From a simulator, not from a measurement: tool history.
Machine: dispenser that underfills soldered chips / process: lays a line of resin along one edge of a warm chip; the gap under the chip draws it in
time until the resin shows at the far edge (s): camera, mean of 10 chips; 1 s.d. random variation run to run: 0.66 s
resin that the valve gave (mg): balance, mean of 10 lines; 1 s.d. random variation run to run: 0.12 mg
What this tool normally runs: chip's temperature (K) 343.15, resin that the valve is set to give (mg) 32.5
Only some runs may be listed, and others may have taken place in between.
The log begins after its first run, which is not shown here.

run   hour  chip's temperature (K)  resin that the valve is set to give (mg)  time until the resin shows at the far edge (s)  resin that the valve gave (mg)
       7.6  -- new syringe of resin
       9.3  -- dispensing valve cleaned and set on the balance
  2   10.5                  343.15                                      32.5                                            57.6                           32.55
  3   14.7                  343.15                                      32.5                                            67.4                           32.34
      20.4  -- new syringe of resin
  4   23.5                  343.15                                      32.5                                            60.7                           32.47
  5   30.9                  343.15                                      32.5                                            81.8                           32.60
      32.1  -- new syringe of resin
  6   35.1                  343.15                                      38.2                                            60.3                           38.06
  7   40.7                  343.15                                      38.2                                            74.3                           38.01
      43.6  -- new syringe of resin
  8   49.2                  343.15                                      28.5                                            69.8                           28.20
      55.2  -- new syringe of resin
  9   57.8                  343.15                                      28.5                                            60.9                           28.06
 10   61.8                  343.15                                      28.5                                            70.2                           28.21
      66.6  -- new syringe of resin
 11   71.5                  343.15                                      28.5                                            67.2                           28.06
      77.8  -- new syringe of resin
 12   78.7                  343.15                                      28.5                                            56.6                           28.04
 13   84.9                  357.15                                      32.5                                            35.6                           31.89
      89.4  -- new syringe of resin
 14   90.1                  357.15                                      32.5                                            28.4                           31.76
 15   98.7                  357.15                                      32.5                                            38.9                           31.66
     100.9  -- new syringe of resin
 16  106.9                  339.15                                      36.7                                            79.6                           35.69
     112.4  -- new syringe of resin
 17  112.5                  339.15                                      36.7                                            63.0                           35.49

Estimate the outcome of run 18 from the log above:
 18  120.7                  338.15                                      37.0                                               ?                               ?

time until the resin shows at the far edge (s): 92.2
resin that the valve gave (mg): 35.83
Were there no unlogged condition in the tool, this run, its random variation unchanged, would have produced time until the resin shows at the far edge (s) 74.3, resin that the valve gave (mg) 36.93.

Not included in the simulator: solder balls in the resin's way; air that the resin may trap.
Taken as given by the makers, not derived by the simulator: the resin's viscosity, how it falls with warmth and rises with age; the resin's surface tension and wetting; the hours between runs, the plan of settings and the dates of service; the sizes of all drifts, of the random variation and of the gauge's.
